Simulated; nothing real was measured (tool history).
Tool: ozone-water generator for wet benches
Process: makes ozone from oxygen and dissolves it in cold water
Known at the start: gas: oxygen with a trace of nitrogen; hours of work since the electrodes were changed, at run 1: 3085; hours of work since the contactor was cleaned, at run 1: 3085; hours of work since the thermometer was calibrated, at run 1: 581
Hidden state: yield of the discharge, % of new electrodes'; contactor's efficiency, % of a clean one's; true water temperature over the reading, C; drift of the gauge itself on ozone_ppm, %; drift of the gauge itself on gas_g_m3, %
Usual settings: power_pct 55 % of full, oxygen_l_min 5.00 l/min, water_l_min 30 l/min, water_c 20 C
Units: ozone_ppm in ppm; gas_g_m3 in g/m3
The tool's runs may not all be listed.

run	hour	power_pct	oxygen_l_min	water_l_min	water_c	hours of work since the electrodes were changed	hours of work since the contactor was cleaned	hours of work since the thermometer was calibrated	ozone_ppm	gas_g_m3
1	0.0	55	5.00	30	20	3085	3085	581	12.8	145.6
2	105.6	55	5.00	30	13	3188	3188	684	13.8	144.5
3	249.0	48	5.00	30	20	3328	3328	824	11.8	134.6
4	423.5	55	3.97	30	20	3498	3498	995	12.3	168.2
# hour 531.7: contactor cleaned
5	561.0	55	3.97	30	14	3629	29	1125	13.2	165.2
6	728.0	55	3.97	30	14	3792	192	1288	13.2	163.7
7	874.5	55	3.97	30	14	3935	335	1431	13.0	163.8
8	986.5	55	3.97	30	14	4044	444	1541	13.2	163.6
9	1103.3	55	3.97	30	14	4158	558	1655	13.1	162.0
10	1238.9	55	3.97	30	14	4291	691	1787	13.0	159.5
# hour 1253.0: water thermometer calibrated
11	1392.0	55	5.00	30	25	4440	840	136	11.6	138.4
12	1545.0	55	5.00	30	25	4589	989	285	11.4	138.6
13	1655.0	55	5.00	30	25	4697	1097	393	11.4	138.0
14	1773.7	55	5.00	30	25	4813	1212	509	11.4	136.0
15	1881.8	55	5.00	30	25	4918	1318	614	11.5	136.4
16	2013.7	55	5.00	30	25	5047	1447	743	11.4	136.7
17	2114.0	55	5.00	30	20	5145	1545	841	12.2	135.2
18	2227.3	54	5.00	30	21	5256	1656	952	11.7	133.7
# hour 2240.5: water thermometer calibrated, once more
19	2348.3	55	5.00	30	20	5373	1773	105	11.7	133.5
20	2430.3	55	5.00	30	13	5453	1853	185	12.7	135.3
21	2582.7	55	8.54	24	13	5602	2002	334	14.7	95.8

The next listed run, before its measurement:
22	2716.2	57	8.54	28	13	5733	2133	465	?	?

Run 22 gave ozone_ppm 13.4 ppm, gas_g_m3 96.6 g/m3.
Without the tool's hidden state the same run would have given ozone_ppm 16.3 ppm, gas_g_m3 115.2 g/m3.
